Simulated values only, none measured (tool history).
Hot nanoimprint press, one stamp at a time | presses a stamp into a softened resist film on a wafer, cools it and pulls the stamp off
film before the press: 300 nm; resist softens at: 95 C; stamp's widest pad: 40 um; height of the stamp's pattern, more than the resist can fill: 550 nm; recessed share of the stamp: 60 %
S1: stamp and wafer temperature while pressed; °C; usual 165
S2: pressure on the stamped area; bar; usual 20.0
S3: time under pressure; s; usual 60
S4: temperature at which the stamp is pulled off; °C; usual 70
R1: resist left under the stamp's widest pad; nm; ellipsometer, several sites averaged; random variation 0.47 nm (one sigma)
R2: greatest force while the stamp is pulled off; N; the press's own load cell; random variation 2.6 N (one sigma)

| run | day | S1 | S2 | S3 | S4 | R1 | R2 |
|---|---|---|---|---|---|---|---|
| 1 | 0.000 | 165 | 20.0 | 60 | 70 | 109.0 | 137 |
| 2 | 1.096 | 165 | 12.6 | 60 | 70 | 133.2 | 140 |
| 3 | 2.162 | 165 | 12.6 | 69 | 70 | 126.8 | 151 |
| 4 | 3.329 | 165 | 25.0 | 60 | 70 | 97.3 | 153 |
| 5 | 4.629 | 165 | 25.0 | 60 | 70 | 97.3 | 154 |
| 6 | 5.567 | 165 | 25.0 | 60 | 70 | 97.8 | 152 |
| 7 | 6.450 | 165 | 13.5 | 60 | 70 | 129.1 | 158 |
| 8 | 7.558 | 165 | 20.0 | 100 | 70 | 86.4 | 162 |
| 9 | 8.867 | 165 | 20.0 | 100 | 70 | 86.9 | 160 |
| 10 | 9.454 | 165 | 20.0 | 100 | 70 | 87.4 | 165 |
| 11 | 10.342 | 165 | 20.0 | 60 | 70 | 107.5 | 174 |
| 12 | 11.204 | 165 | 20.0 | 60 | 70 | 107.1 | 178 |
|  | 11.458 | plate thermocouple calibrated |
| 13 | 12.300 | 165 | 20.0 | 60 | 70 | 105.3 | 173 |
| 14 | 12.892 | 165 | 20.0 | 31 | 70 | 136.2 | 173 |
|  | 13.246 | stamp cleaned and given a new release coat |
| 15 | 13.912 | 165 | 20.0 | 31 | 70 | 136.4 | 120 |
| 16 | 14.525 | 165 | 20.0 | 31 | 70 | 136.9 | 119 |
| 17 | 15.375 | 165 | 20.0 | 60 | 60 | 105.7 | 144 |
| 18 | 16.338 | 165 | 20.0 | 60 | 60 | 105.7 | 141 |
| 19 | 17.083 | 165 | 20.0 | 60 | 60 | 104.8 | 151 |
| 20 | 17.708 | 172 | 20.0 | 60 | 60 | 74.3 | 150 |
| 21 | 18.979 | 158 | 27.5 | 33 | 70 | 160.7 | 137 |
| 22 | 19.554 | 155 | 20.0 | 60 | 70 | 168.2 | 128 |
|  | 19.912 | plate thermocouple calibrated, once more |
| 23 | 21.079 | 155 | 20.0 | 60 | 70 | 178.8 | 143 |
| 24 | 22.204 | 155 | 17.1 | 52 | 64 | 195.3 | 157 |
| 25 | 23.271 | 155 | 17.1 | 52 | 64 | 196.1 | 155 |
| 26 | 24.317 | 160 | 17.1 | 118 | 69 | 117.2 | 148 |
|  | 24.979 | press's hydraulic seals changed and the load cell set to zero |
| 27 | 25.308 | 176 | 17.1 | 65 | 69 | 67.6 | 148 |
| 28 | 26.496 | 176 | 17.1 | 65 | 69 | 67.7 | 160 |
| 29 | 27.483 | 176 | 17.1 | 65 | 69 | 67.3 | 157 |
| 30 | 28.521 | 176 | 17.1 | 113 | 69 | 52.0 | 157 |

Forecast each of these 3 alternatives for the next run:
| A | 29.688 | 165 | 27.2 | 60 | 70 | ? | ? |
| B | 29.688 | 176 | 17.1 | 53 | 69 | ? | ? |
| C | 29.688 | 176 | 17.1 | 113 | 66 | ? | ? |

| run | R1 | R2 |
|---|---|---|
| A | 93.7 | 160 |
| B | 73.1 | 171 |
| C | 52.6 | 171 |
Without the tool's hidden state the same runs would have given:
| run | R1 | R2 |
|---|---|---|
| A | 93.7 | 118 |
| B | 73.2 | 127 |
| C | 52.6 | 125 |
